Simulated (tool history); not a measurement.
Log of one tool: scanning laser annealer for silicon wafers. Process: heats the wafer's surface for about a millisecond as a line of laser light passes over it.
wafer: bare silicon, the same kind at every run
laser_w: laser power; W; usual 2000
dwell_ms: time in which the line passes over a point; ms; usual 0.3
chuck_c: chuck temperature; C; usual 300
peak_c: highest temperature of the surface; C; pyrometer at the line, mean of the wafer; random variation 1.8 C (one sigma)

{"run": 1, "hour": 0.0, "laser_w": 2000, "dwell_ms": 0.3, "chuck_c": 300, "peak_c": 1011}
{"hour": 12.1, "done": "window over the wafer cleaned"}
{"run": 2, "hour": 16.0, "laser_w": 2171, "dwell_ms": 0.3, "chuck_c": 300, "peak_c": 1113}
{"run": 3, "hour": 38.6, "laser_w": 2171, "dwell_ms": 0.3, "chuck_c": 300, "peak_c": 1113}
{"run": 4, "hour": 58.5, "laser_w": 2171, "dwell_ms": 0.3, "chuck_c": 300, "peak_c": 1111}
{"run": 5, "hour": 81.3, "laser_w": 2171, "dwell_ms": 0.3, "chuck_c": 300, "peak_c": 1108}
{"run": 6, "hour": 105.4, "laser_w": 2171, "dwell_ms": 0.3, "chuck_c": 300, "peak_c": 1113}
{"run": 7, "hour": 129.3, "laser_w": 2000, "dwell_ms": 0.371, "chuck_c": 300, "peak_c": 1120}
{"run": 8, "hour": 143.4, "laser_w": 2000, "dwell_ms": 0.371, "chuck_c": 300, "peak_c": 1119}
{"run": 9, "hour": 162.5, "laser_w": 2000, "dwell_ms": 0.259, "chuck_c": 300, "peak_c": 978}
{"run": 10, "hour": 179.3, "laser_w": 1971, "dwell_ms": 0.3, "chuck_c": 300, "peak_c": 1019}
{"run": 11, "hour": 197.8, "laser_w": 2000, "dwell_ms": 0.256, "chuck_c": 300, "peak_c": 970}
{"run": 12, "hour": 218.7, "laser_w": 2000, "dwell_ms": 0.256, "chuck_c": 300, "peak_c": 968}
{"run": 13, "hour": 233.6, "laser_w": 2000, "dwell_ms": 0.254, "chuck_c": 300, "peak_c": 968}
{"run": 14, "hour": 256.0, "laser_w": 2000, "dwell_ms": 0.3, "chuck_c": 264, "peak_c": 992}
{"run": 15, "hour": 270.5, "laser_w": 2000, "dwell_ms": 0.3, "chuck_c": 264, "peak_c": 990}
{"run": 16, "hour": 295.6, "laser_w": 2000, "dwell_ms": 0.3, "chuck_c": 264, "peak_c": 993}
{"run": 17, "hour": 312.8, "laser_w": 1850, "dwell_ms": 0.235, "chuck_c": 280, "peak_c": 858}
{"run": 18, "hour": 332.7, "laser_w": 1850, "dwell_ms": 0.235, "chuck_c": 280, "peak_c": 861}
{"run": 19, "hour": 347.2, "laser_w": 1878, "dwell_ms": 0.235, "chuck_c": 325, "peak_c": 913}
{"run": 20, "hour": 358.2, "laser_w": 1783, "dwell_ms": 0.31, "chuck_c": 280, "peak_c": 919}
{"run": 21, "hour": 368.8, "laser_w": 2000, "dwell_ms": 0.302, "chuck_c": 300, "peak_c": 1024}
{"run": 22, "hour": 390.5, "laser_w": 1863, "dwell_ms": 0.299, "chuck_c": 300, "peak_c": 964}
{"run": 23, "hour": 407.5, "laser_w": 1863, "dwell_ms": 0.344, "chuck_c": 300, "peak_c": 1009}
{"run": 24, "hour": 419.0, "laser_w": 2021, "dwell_ms": 0.222, "chuck_c": 266, "peak_c": 887}
{"run": 25, "hour": 434.2, "laser_w": 2102, "dwell_ms": 0.305, "chuck_c": 290, "peak_c": 1057}
{"run": 26, "hour": 448.2, "laser_w": 1969, "dwell_ms": 0.305, "chuck_c": 290, "peak_c": 1000}
{"run": 27, "hour": 460.1, "laser_w": 1723, "dwell_ms": 0.371, "chuck_c": 285, "peak_c": 954}
{"run": 28, "hour": 474.4, "laser_w": 1723, "dwell_ms": 0.371, "chuck_c": 285, "peak_c": 958}
{"run": 29, "hour": 491.0, "laser_w": 1723, "dwell_ms": 0.371, "chuck_c": 285, "peak_c": 955}

Forecast each of these 3 alternatives for the next run:
{"run": "A", "hour": 501.2, "laser_w": 2195, "dwell_ms": 0.274, "chuck_c": 328, "peak_c": "?"}
{"run": "B", "hour": 501.2, "laser_w": 2059, "dwell_ms": 0.311, "chuck_c": 318, "peak_c": "?"}
{"run": "C", "hour": 501.2, "laser_w": 2000, "dwell_ms": 0.31, "chuck_c": 274, "peak_c": "?"}

run=A peak_c=1091
run=B peak_c=1073
run=C peak_c=1001
Without the tool's hidden state the same runs would have given:
run=A peak_c=1121
run=B peak_c=1103
run=C peak_c=1029

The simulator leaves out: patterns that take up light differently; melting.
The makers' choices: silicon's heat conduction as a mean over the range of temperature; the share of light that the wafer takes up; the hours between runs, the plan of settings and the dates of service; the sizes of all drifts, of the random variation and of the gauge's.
